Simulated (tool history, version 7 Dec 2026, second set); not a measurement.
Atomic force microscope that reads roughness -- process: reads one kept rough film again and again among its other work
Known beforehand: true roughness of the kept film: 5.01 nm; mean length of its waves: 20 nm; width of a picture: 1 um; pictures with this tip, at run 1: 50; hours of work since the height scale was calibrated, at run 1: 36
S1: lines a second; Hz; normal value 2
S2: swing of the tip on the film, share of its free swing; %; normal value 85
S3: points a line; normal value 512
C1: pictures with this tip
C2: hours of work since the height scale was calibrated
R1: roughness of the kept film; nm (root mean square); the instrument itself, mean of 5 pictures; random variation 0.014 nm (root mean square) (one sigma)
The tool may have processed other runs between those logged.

run 1 hour=0 | S1=2 S2=85 S3=512 | C1=50 C2=36 | R1=2.669
run 2 hour=16.5 | S1=2 S2=85 S3=512 | C1=66 C2=44 | R1=2.482
-- hour=21.2 new tip fitted
run 3 hour=30.7 | S1=2.5 S2=85 S3=512 | C1=9 C2=50 | R1=2.979
run 4 hour=39.3 | S1=2 S2=85 S3=512 | C1=17 C2=54 | R1=2.983
run 5 hour=49.5 | S1=2 S2=88 S3=512 | C1=27 C2=58 | R1=2.803
run 6 hour=62 | S1=2 S2=88 S3=295 | C1=39 C2=64 | R1=2.586
run 7 hour=74.9 | S1=0.65 S2=85 S3=647 | C1=51 C2=70 | R1=2.919
run 8 hour=92.2 | S1=1.51 S2=85 S3=455 | C1=68 C2=78 | R1=2.49
-- hour=95.4 new tip fitted
run 9 hour=105.3 | S1=1.35 S2=83 S3=467 | C1=10 C2=83 | R1=3.277
run 10 hour=114.8 | S1=1.35 S2=83 S3=467 | C1=19 C2=88 | R1=3.157

Results per run with the tool's hidden condition removed, run-to-run variation unchanged:
Hidden state present: radius of the tip, nm; height scale over the true one, %; drift of the gauge itself on roughness_nm, %.
run=1 R1=3.292
run=2 R1=3.304
run=3 R1=3.142
run=4 R1=3.269
run=5 R1=3.207
run=6 R1=3.137
run=7 R1=3.729
run=8 R1=3.445
run=9 R1=3.52
run=10 R1=3.545

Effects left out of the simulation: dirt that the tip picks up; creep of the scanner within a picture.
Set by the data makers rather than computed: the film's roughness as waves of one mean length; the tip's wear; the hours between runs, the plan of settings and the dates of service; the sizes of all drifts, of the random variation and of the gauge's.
